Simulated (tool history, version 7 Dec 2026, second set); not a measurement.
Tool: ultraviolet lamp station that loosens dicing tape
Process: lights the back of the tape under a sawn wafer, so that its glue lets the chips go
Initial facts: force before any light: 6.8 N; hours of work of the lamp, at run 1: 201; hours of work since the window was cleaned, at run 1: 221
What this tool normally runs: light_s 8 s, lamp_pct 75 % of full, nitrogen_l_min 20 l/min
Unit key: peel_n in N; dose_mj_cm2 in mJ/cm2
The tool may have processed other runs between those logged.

run,hour,light_s,lamp_pct,nitrogen_l_min,hours of work of the lamp,hours of work since the window was cleaned,peel_n,dose_mj_cm2
1,0.0,8,75,20,201,221,0.883,440
2,9.1,8,75,20,206,226,0.937,433
# hour 11.2: window cleaned of glue's vapour
3,14.6,5,75,20,208,2,1.921,257
4,19.5,8,75,20,211,4,1.007,409
5,29.6,8,75,20,216,9,1.049,404
6,37.1,8,75,20,220,13,1.054,401
7,46.7,12,75,20,225,18,0.456,601
8,54.9,12,75,20,229,22,0.483,602
# hour 62.2: window cleaned of glue's vapour, once more
9,65.8,7,75,20,234,2,0.972,411
10,75.6,8,75,20,239,7,0.754,467
11,85.8,8,75,20,244,12,0.813,468
12,96.1,8,75,20,249,17,0.819,459
13,105.0,15,67,8,254,22,0.600,784
14,110.0,6,67,7,257,24,2.589,311
15,116.0,6,67,7,260,27,2.584,311
16,123.5,6,67,7,263,31,2.652,307
17,133.7,6,67,7,269,36,2.573,312
18,140.6,13,62,14,272,40,0.641,605
19,147.4,8,75,17,276,43,0.901,460
20,152.2,6,86,25,278,46,0.925,395
21,157.5,11,86,25,281,48,0.284,714
22,162.1,8,81,8,283,51,1.371,489
23,171.6,8,76,37,288,56,0.499,463

Consider 4 possible next runs. They are alternatives, not a sequence: every one starts from the tool as it was left by run 23. What does each give?
A,180.2,8,76,9,292,60,?,?
B,180.2,5,70,33,292,60,?,?
C,180.2,8,84,14,292,60,?,?
D,180.2,8,76,8,292,60,?,?

run,peel_n,dose_mj_cm2
A,1.435,453
B,1.555,268
C,0.888,502
D,1.536,454
With no hidden state in the tool, these same runs would have given:
run,peel_n,dose_mj_cm2
A,1.126,529
B,1.228,312
C,0.656,587
D,1.215,531
